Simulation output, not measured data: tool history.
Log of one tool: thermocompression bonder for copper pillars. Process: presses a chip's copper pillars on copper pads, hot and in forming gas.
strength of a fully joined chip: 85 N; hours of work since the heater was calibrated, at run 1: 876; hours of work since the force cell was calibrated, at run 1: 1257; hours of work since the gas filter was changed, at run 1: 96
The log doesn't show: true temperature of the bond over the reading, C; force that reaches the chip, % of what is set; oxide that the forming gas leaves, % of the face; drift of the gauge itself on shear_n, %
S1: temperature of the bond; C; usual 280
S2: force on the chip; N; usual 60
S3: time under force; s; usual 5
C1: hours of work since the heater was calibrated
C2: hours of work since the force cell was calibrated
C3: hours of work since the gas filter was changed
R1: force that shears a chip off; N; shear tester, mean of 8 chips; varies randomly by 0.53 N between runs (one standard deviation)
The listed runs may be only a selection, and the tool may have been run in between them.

Run 1, day 0: usual settings; C1 876; C2 1257; C3 96. Result: R1 44 N.
Run 2, day 1.275: usual settings; C1 893; C2 1274; C3 114. Result: R1 44.5 N.
Run 3, day 2.767: usual settings; C1 913; C2 1294; C3 134. Result: R1 43.5 N.
Run 4, day 4.071: usual settings; C1 930; C2 1311; C3 151. Result: R1 43.5 N.
Run 5, day 5.154: usual settings; C1 945; C2 1326; C3 166. Result: R1 43.6 N.
Run 6, day 6.654: usual settings; C1 965; C2 1346; C3 186. Result: R1 44 N.
Run 7, day 7.354: usual settings; C1 974; C2 1355; C3 195. Result: R1 43.5 N.
Run 8, day 8.058: usual settings but S3 4 s; C1 983; C2 1365; C3 204. Result: R1 40.2 N.
Run 9, day 9.217: usual settings but S3 4 s; C1 999; C2 1380; C3 220. Result: R1 39.6 N.
At day 9.508: force cell calibrated.
Run 10, day 10.442: usual settings; C1 1015; C2 13; C3 236. Result: R1 42.5 N.
Run 11, day 11.279: usual settings; C1 1026; C2 24; C3 247. Result: R1 43.3 N.
Run 12, day 12.608: usual settings; C1 1044; C2 42; C3 265. Result: R1 42.9 N.
At day 12.758: forming gas filter changed.
Run 13, day 13.346: usual settings; C1 1053; C2 51; C3 8. Result: R1 43.3 N.
Run 14, day 14.738: usual settings; C1 1072; C2 70; C3 27. Result: R1 42.7 N.
Run 15, day 16.05: usual settings; C1 1089; C2 87; C3 44. Result: R1 42.8 N.
At day 16.338: force cell calibrated, once more.
Run 16, day 17.225: usual settings; C1 1104; C2 12; C3 59. Result: R1 44.6 N.
Run 17, day 18.408: usual settings; C1 1120; C2 28; C3 75. Result: R1 44.3 N.
Run 18, day 19.992: usual settings; C1 1141; C2 49; C3 96. Result: R1 44 N.
Run 19, day 21.321: usual settings but S2 49 N; C1 1159; C2 67; C3 114. Result: R1 39.9 N.
Run 20, day 22.138: usual settings but S2 43 N; C1 1170; C2 78; C3 125. Result: R1 37.2 N.
Run 21, day 22.829: usual settings but S2 43 N; C1 1179; C2 87; C3 134. Result: R1 37.3 N.
Run 22, day 24.067: usual settings but S1 257 C, S2 75 N, S3 13 s; C1 1196; C2 103; C3 151. Result: R1 52.7 N.
Run 23, day 24.883: usual settings but S1 257 C, S2 75 N, S3 13 s; C1 1207; C2 114; C3 162. Result: R1 52.7 N.
Run 24, day 25.867: usual settings but S1 259 C, S2 75 N, S3 4 s; C1 1220; C2 128; C3 175. Result: R1 36.5 N.
Run 25, day 27.004: usual settings but S1 284 C, S2 68 N; C1 1235; C2 143; C3 190. Result: R1 49.8 N.
Run 26, day 27.904: usual settings but S1 263 C, S2 50 N; C1 1247; C2 155; C3 202. Result: R1 33 N.
Run 27, day 29.346: usual settings but S1 251 C, S2 74 N, S3 6 s; C1 1267; C2 174; C3 221. Result: R1 38.9 N.
Run 28, day 30.829: usual settings but S1 251 C, S2 74 N, S3 6 s; C1 1287; C2 194; C3 241. Result: R1 37.2 N.
Run 29, day 32.321: usual settings but S1 251 C, S2 74 N, S3 6 s; C1 1306; C2 214; C3 261. Result: R1 38.2 N.
At day 32.7: forming gas filter changed.
Run 30, day 33.746: usual settings but S1 251 C, S2 74 N, S3 6 s; C1 1325; C2 233; C3 14. Result: R1 38.6 N.
Run 31, day 35.017: usual settings but S1 289 C, S2 82 N, S3 7 s; C1 1342; C2 250; C3 31. Result: R1 60.1 N.
Run 32, day 36.604: usual settings but S1 268 C, S2 63 N, S3 11 s; C1 1364; C2 271; C3 52. Result: R1 51.3 N.
Run 33, day 37.467: usual settings but S1 268 C, S2 63 N, S3 11 s; C1 1375; C2 283; C3 64. Result: R1 52.5 N.
Run 34, day 38.879: usual settings but S1 268 C, S2 63 N, S3 7 s; C1 1394; C2 302; C3 83. Result: R1 44.8 N.
Run 35, day 39.738: usual settings but S1 308 C, S2 63 N, S3 3 s; C1 1406; C2 313; C3 94. Result: R1 48.9 N.
Run 36, day 40.696: usual settings but S1 251 C, S2 56 N, S3 13 s; C1 1418; C2 326; C3 107. Result: R1 41.3 N.
Run 37, day 41.5: usual settings but S1 251 C, S2 56 N, S3 13 s; C1 1429; C2 337; C3 118. Result: R1 41.9 N.
Run 38, day 42.933: usual settings but S3 3 s; C1 1448; C2 356; C3 137. Result: R1 36.4 N.
Run 39, day 43.688: usual settings but S3 3 s; C1 1458; C2 366; C3 147. Result: R1 36 N.
Run 40, day 44.383: usual settings but S1 297 C, S2 47 N; C1 1468; C2 375; C3 156. Result: R1 44.7 N.
Run 41, day 45.071: usual settings but S1 297 C, S2 47 N; C1 1477; C2 385; C3 166. Result: R1 44.8 N.

Predict each of these 3 candidate next runs independently; none follows another, all start after run 41:
Run A, day 46.579: usual settings but S2 46 N; C1 1497; C2 405; C3 186. Result: R1 ?.
Run B, day 46.579: usual settings but S1 297 C, S2 44 N, S3 14 s; C1 1497; C2 405; C3 186. Result: R1 ?.
Run C, day 46.579: usual settings but S1 256 C; C1 1497; C2 405; C3 186. Result: R1 ?.

run    R1
  A  37.5
  B  58.2
  C  32.9
With the hidden condition removed and each run's random variation left untouched, the same runs would have given:
run    R1
  A  43.7
  B  64.7
  C  39.2
